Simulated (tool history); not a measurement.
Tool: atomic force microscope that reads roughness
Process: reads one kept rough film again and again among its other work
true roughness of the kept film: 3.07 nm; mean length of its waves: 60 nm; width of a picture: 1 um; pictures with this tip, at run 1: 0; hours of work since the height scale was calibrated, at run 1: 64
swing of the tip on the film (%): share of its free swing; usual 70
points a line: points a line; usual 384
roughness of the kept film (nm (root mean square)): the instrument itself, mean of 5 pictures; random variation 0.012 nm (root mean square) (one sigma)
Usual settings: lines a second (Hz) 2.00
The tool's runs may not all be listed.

| run | hour | lines a second (Hz) | swing of the tip on the film (%) | points a line | pictures with this tip | hours of work since the height scale was calibrated | roughness of the kept film (nm (root mean square)) |
|---|---|---|---|---|---|---|---|
| 1 | 0.0 | 2.00 | 70 | 384 | 0 | 64 | 2.770 |
| 2 | 14.2 | 2.15 | 70 | 384 | 28 | 75 | 2.729 |
| 3 | 25.6 | 2.15 | 70 | 384 | 50 | 84 | 2.738 |
| 4 | 32.5 | 2.15 | 70 | 384 | 64 | 89 | 2.711 |
| 5 | 45.4 | 2.00 | 70 | 384 | 89 | 99 | 2.731 |
|  | 47.1 | height scale calibrated on a step standard |
| 6 | 60.9 | 2.00 | 70 | 384 | 117 | 10 | 2.707 |
| 7 | 74.3 | 2.00 | 70 | 384 | 143 | 21 | 2.704 |
|  | 82.4 | height scale calibrated on a step standard, once more |
| 8 | 83.4 | 1.11 | 70 | 400 | 159 | 1 | 2.787 |
| 9 | 100.0 | 1.11 | 70 | 400 | 191 | 13 | 2.767 |
| 10 | 112.4 | 2.00 | 74 | 835 | 216 | 23 | 2.611 |
|  | 117.6 | new tip fitted |
| 11 | 127.0 | 1.81 | 87 | 835 | 18 | 34 | 2.492 |
| 12 | 140.6 | 0.87 | 78 | 315 | 45 | 44 | 2.825 |

3 ways to go on from here, each from the tool as it stands after run 12. What would each give?
| A | 156.8 | 1.64 | 89 | 315 | 76 | 56 | ? |
| B | 156.8 | 3.76 | 70 | 514 | 76 | 56 | ? |
| C | 156.8 | 2.00 | 70 | 762 | 76 | 56 | ? |

| run | roughness of the kept film (nm (root mean square)) |
|---|---|
| A | 2.466 |
| B | 2.514 |
| C | 2.732 |
Without the tool's hidden state the same runs would have given:
| run | roughness of the kept film (nm (root mean square)) |
|---|---|
| A | 2.504 |
| B | 2.552 |
| C | 2.774 |

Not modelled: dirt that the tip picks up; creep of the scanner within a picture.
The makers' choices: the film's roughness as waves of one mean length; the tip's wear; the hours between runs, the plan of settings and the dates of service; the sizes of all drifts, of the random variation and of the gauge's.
